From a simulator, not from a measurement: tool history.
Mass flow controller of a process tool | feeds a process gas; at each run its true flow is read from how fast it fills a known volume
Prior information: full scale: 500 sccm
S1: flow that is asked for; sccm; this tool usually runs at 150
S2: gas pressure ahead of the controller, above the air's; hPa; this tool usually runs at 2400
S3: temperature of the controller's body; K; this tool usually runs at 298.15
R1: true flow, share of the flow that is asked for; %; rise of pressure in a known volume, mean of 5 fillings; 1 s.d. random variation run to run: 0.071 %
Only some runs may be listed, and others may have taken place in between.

run	hour	S1	S2	S3	R1
1	0.0	150	2400	298.15	99.73
2	204.5	150	2400	296.15	99.43
3	377.5	150	2400	298.15	99.53
4	583.5	150	2800	298.15	99.81
5	721.6	150	2800	298.15	99.69
6	864.3	150	2750	298.15	99.77
7	1004.1	150	1510	298.15	99.24
8	1130.7	150	2400	298.15	99.64
9	1300.3	150	2400	298.15	99.62
10	1397.6	150	2400	298.15	99.47
11	1578.9	150	2400	298.15	99.62
12	1712.5	150	2400	309.15	100.64
13	1807.6	150	2400	309.15	100.54
14	1970.7	150	2400	298.15	99.64
15	2138.8	150	2400	298.15	99.71
16	2272.8	150	1810	298.15	99.31
17	2473.4	150	2400	298.15	99.63
18	2592.6	150	2400	298.15	99.64
19	2741.5	150	2400	298.15	99.77
20	2897.2	150	2400	298.15	99.49
21	3035.6	122	2400	298.15	99.56
22	3122.2	122	2400	298.15	99.47
23	3321.1	122	2400	298.15	99.71
24	3443.9	122	2400	298.15	99.45
25	3538.7	198	1720	313.15	100.73
26	3686.8	98	1610	305.15	99.84
27	3878.0	98	1610	305.15	99.98
28	3969.5	98	1610	305.15	99.85
29	4120.3	98	2160	301.15	99.62
30	4287.4	82	2540	301.15	99.80
31	4496.7	150	2400	312.15	100.85
32	4604.3	150	2400	312.15	100.82
33	4795.9	87	2390	294.15	99.08
34	4910.3	150	1990	298.15	99.43
35	5085.8	191	2400	296.15	99.48
36	5199.0	191	2400	294.15	99.29
37	5349.6	140	2400	298.15	99.71
38	5556.2	267	1560	309.15	100.44
39	5758.2	249	1900	308.15	100.48
40	5879.2	249	1400	308.15	100.22
41	6020.9	430	1470	298.15	99.74
42	6137.3	430	1500	298.15	99.70
43	6306.4	133	2710	299.15	99.67

5 ways to go on from here, each from the tool as it stands after run 43. What would each give?
A	6408.2	53	2710	298.15	?
B	6408.2	150	1610	295.15	?
C	6408.2	60	2010	299.15	?
D	6408.2	431	2760	301.15	?
E	6408.2	133	1570	299.15	?

run	R1
A	99.50
B	99.14
C	99.39
D	100.46
E	99.35
Take away the tool's hidden state, keep each run's random variation, and the runs would have read:
run	R1
A	99.48
B	99.14
C	99.38
D	100.46
E	99.35
